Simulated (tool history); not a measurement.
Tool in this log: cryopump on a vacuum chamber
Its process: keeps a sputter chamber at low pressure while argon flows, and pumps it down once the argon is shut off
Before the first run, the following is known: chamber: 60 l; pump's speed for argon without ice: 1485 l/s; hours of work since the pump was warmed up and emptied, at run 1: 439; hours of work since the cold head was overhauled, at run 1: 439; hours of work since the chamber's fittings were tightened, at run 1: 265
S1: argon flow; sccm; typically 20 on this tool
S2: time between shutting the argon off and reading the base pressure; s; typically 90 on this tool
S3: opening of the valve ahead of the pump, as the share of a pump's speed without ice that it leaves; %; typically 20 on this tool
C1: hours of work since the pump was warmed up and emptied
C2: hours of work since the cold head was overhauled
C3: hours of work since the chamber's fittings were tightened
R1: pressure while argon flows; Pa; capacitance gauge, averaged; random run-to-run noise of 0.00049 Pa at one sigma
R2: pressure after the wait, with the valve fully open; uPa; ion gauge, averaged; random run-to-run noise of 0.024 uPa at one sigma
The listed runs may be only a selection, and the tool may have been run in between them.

{"run": 1, "hour": 0.0, "S1": 20, "S2": 90, "S3": 20, "C1": 439, "C2": 439, "C3": 265, "R1": 0.1172, "R2": 1.02}
{"run": 2, "hour": 7.6, "S1": 20, "S2": 90, "S3": 20, "C1": 445, "C2": 445, "C3": 271, "R1": 0.1167, "R2": 1.07}
{"run": 3, "hour": 23.3, "S1": 20, "S2": 102, "S3": 20, "C1": 457, "C2": 457, "C3": 283, "R1": 0.1164, "R2": 0.93}
{"run": 4, "hour": 36.6, "S1": 16, "S2": 90, "S3": 20, "C1": 467, "C2": 467, "C3": 294, "R1": 0.0926, "R2": 1.01}
{"run": 5, "hour": 44.4, "S1": 16, "S2": 90, "S3": 20, "C1": 473, "C2": 473, "C3": 300, "R1": 0.0927, "R2": 1.02}
{"run": 6, "hour": 52.0, "S1": 16, "S2": 90, "S3": 20, "C1": 479, "C2": 479, "C3": 306, "R1": 0.0936, "R2": 1.07}
{"run": 7, "hour": 66.2, "S1": 16, "S2": 90, "S3": 20, "C1": 491, "C2": 491, "C3": 317, "R1": 0.094, "R2": 1.04}
{"run": 8, "hour": 79.4, "S1": 16, "S2": 90, "S3": 20, "C1": 501, "C2": 501, "C3": 328, "R1": 0.0935, "R2": 0.99}
{"run": 9, "hour": 87.6, "S1": 20, "S2": 90, "S3": 15, "C1": 507, "C2": 507, "C3": 334, "R1": 0.1547, "R2": 1.04}
{"run": 10, "hour": 102.4, "S1": 10, "S2": 28, "S3": 55, "C1": 519, "C2": 519, "C3": 346, "R1": 0.022, "R2": 2.55}
{"run": 11, "hour": 113.9, "S1": 28, "S2": 90, "S3": 20, "C1": 528, "C2": 528, "C3": 355, "R1": 0.1648, "R2": 1.03}
{"run": 12, "hour": 123.3, "S1": 28, "S2": 100, "S3": 42, "C1": 536, "C2": 536, "C3": 362, "R1": 0.0814, "R2": 0.96}

3 options for the next run, each taken on its own from the tool as it stands now. Forecast them:
{"run": "A", "hour": 133.3, "S1": 16, "S2": 100, "S3": 42, "C1": 543, "C2": 543, "C3": 370, "R1": "?", "R2": "?"}
{"run": "B", "hour": 133.3, "S1": 8, "S2": 100, "S3": 42, "C1": 543, "C2": 543, "C3": 370, "R1": "?", "R2": "?"}
{"run": "C", "hour": 133.3, "S1": 28, "S2": 40, "S3": 42, "C1": 543, "C2": 543, "C3": 370, "R1": "?", "R2": "?"}

run=A R1=0.0462 R2=0.97
run=B R1=0.0233 R2=1
run=C R1=0.0814 R2=1.99
Stripped of hidden state, with their random variation kept, the same runs would have yielded:
run=A R1=0.0432 R2=0.8
run=B R1=0.0217 R2=0.83
run=C R1=0.076 R2=1.81

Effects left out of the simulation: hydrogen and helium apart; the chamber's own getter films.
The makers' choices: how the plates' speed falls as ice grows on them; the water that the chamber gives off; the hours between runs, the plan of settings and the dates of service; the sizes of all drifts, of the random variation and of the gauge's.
